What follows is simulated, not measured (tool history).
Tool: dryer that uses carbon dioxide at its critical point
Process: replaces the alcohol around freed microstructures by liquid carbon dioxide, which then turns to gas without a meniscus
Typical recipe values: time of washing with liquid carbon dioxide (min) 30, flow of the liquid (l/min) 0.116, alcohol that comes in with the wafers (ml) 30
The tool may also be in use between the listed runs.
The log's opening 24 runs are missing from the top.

| run | hour | time of washing with liquid carbon dioxide (min) | flow of the liquid (l/min) | alcohol that comes in with the wafers (ml) | alcohol left in the vessel before it's heated (ppm by volume) |
|---|---|---|---|---|---|
| 25 | 193.2 | 24 | 0.116 | 30 | 844 |
| 26 | 202.4 | 26 | 0.089 | 106 | 5595 |
| 27 | 207.3 | 26 | 0.089 | 106 | 5634 |
| 28 | 214.7 | 46 | 0.131 | 37 | 34 |
| 29 | 222.8 | 30 | 0.081 | 64 | 2806 |
| 30 | 232.9 | 30 | 0.124 | 64 | 444 |
| 31 | 242.7 | 24 | 0.126 | 27 | 543 |
| 32 | 248.4 | 18 | 0.109 | 27 | 2666 |
| 33 | 256.2 | 18 | 0.109 | 27 | 2604 |
| 34 | 265.9 | 18 | 0.109 | 27 | 2666 |
| 35 | 276.1 | 18 | 0.109 | 27 | 2580 |
| 36 | 283.9 | 37 | 0.159 | 61 | 49 |
| 37 | 291.1 | 40 | 0.161 | 49 | 32 |
|  | 293.3 | inlet filter changed |
| 38 | 302.3 | 40 | 0.161 | 49 | 26 |
| 39 | 311.7 | 27 | 0.116 | 36 | 257 |
| 40 | 318.8 | 48 | 0.116 | 30 | 24 |
| 41 | 329.4 | 34 | 0.11 | 29 | 93 |
| 42 | 338.9 | 18 | 0.127 | 33 | 1026 |
| 43 | 347.2 | 30 | 0.186 | 30 | 29 |
| 44 | 356.4 | 30 | 0.186 | 30 | 33 |
| 45 | 362.7 | 30 | 0.192 | 30 | 39 |
| 46 | 373.2 | 30 | 0.192 | 30 | 42 |
| 47 | 382.9 | 35 | 0.079 | 26 | 341 |

4 options for the next run, each taken on its own from the tool as it stands now. Forecast them:
| A | 393.1 | 25 | 0.104 | 49 | ? |
| B | 393.1 | 20 | 0.116 | 30 | ? |
| C | 393.1 | 22 | 0.165 | 68 | ? |
| D | 393.1 | 20 | 0.131 | 26 | ? |

| run | alcohol left in the vessel before it's heated (ppm by volume) |
|---|---|
| A | 850 |
| B | 920 |
| C | 233 |
| D | 487 |
Take away the tool's hidden state, keep each run's random variation, and the runs would have read:
| run | alcohol left in the vessel before it's heated (ppm by volume) |
|---|---|
| A | 753 |
| B | 825 |
| C | 185 |
| D | 422 |
